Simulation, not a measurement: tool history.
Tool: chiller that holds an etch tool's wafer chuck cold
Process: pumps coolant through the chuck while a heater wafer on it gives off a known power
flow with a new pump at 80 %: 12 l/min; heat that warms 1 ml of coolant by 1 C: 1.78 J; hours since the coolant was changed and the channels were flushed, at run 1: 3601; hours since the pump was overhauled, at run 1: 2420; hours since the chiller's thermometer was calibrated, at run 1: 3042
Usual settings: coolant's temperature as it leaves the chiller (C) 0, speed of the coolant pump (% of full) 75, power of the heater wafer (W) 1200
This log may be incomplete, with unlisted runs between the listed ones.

run    hour  coolant's temperature as it leaves the chiller (C)  speed of the coolant pump (% of full)  power of the heater wafer (W)  hours since the coolant was changed and the channels were flushed  hours since the pump was overhauled  hours since the chiller's thermometer was calibrated  chuck's temperature once it has settled (C)  how much warmer the coolant comes back (C)
  1     0.0                                                   0                                     75                           1200                                                               3601                                 2420                                                  3042                                          8.7                                        3.63
  2   154.8                                                   6                                     75                           1200                                                               3756                                 2575                                                  3197                                         14.8                                        3.61
  3   298.0                                                  -8                                     75                           1200                                                               3899                                 2718                                                  3340                                          0.7                                        3.66
  4   400.0                                                  -8                                     76                           1200                                                               4001                                 2820                                                  3442                                          0.7                                        3.56
  5   494.9                                                  -8                                     76                           1200                                                               4096                                 2915                                                  3537                                          0.6                                        3.56
  6   667.1                                                   0                                     71                           1200                                                               4268                                 3088                                                  3709                                          9.1                                        3.86
  7   792.4                                                   0                                     89                           1301                                                               4394                                 3213                                                  3834                                          8.7                                        3.24
  8   911.6                                                  -7                                     68                           1301                                                               4513                                 3332                                                  3954                                          3.1                                        4.38
  9  1057.1                                                  -1                                     75                            862                                                               4658                                 3478                                                  4099                                          5.2                                        2.60
 10  1248.0                                                  -2                                     96                            629                                                               4849                                 3668                                                  4290                                          2.2                                        1.42
 11  1337.4                                                  -6                                     67                            831                                                               4939                                 3758                                                  4379                                          0.5                                        2.86

Forecast each of these 4 alternatives for the next run:
     1462.6  -- coolant changed, channels flushed
  A  1476.9                                                   0                                     88                            614                                                                 14                                 3891                                                  4513                                            ?                                           ?
     1462.6  -- coolant changed, channels flushed
  B  1476.9                                                  -6                                     68                            831                                                                 14                                 3891                                                  4513                                            ?                                           ?
     1462.6  -- coolant changed, channels flushed
  C  1476.9                                                   9                                     84                           1609                                                                 14                                 3891                                                  4513                                            ?                                           ?
     1462.6  -- coolant changed, channels flushed
  D  1476.9                                                   9                                     75                           1200                                                                 14                                 3891                                                  4513                                            ?                                           ?

run  chuck's temperature once it has settled (C)  how much warmer the coolant comes back (C)
  A                                          3.9                                        1.55
  B                                          0.3                                        2.76
  C                                         20.0                                        4.33
  D                                         17.8                                        3.63
With the hidden condition removed and each run's random variation left untouched, the same runs would have given:
run  chuck's temperature once it has settled (C)  how much warmer the coolant comes back (C)
  A                                          3.9                                        1.55
  B                                          0.3                                        2.76
  C                                         20.0                                        4.33
  D                                         17.8                                        3.63
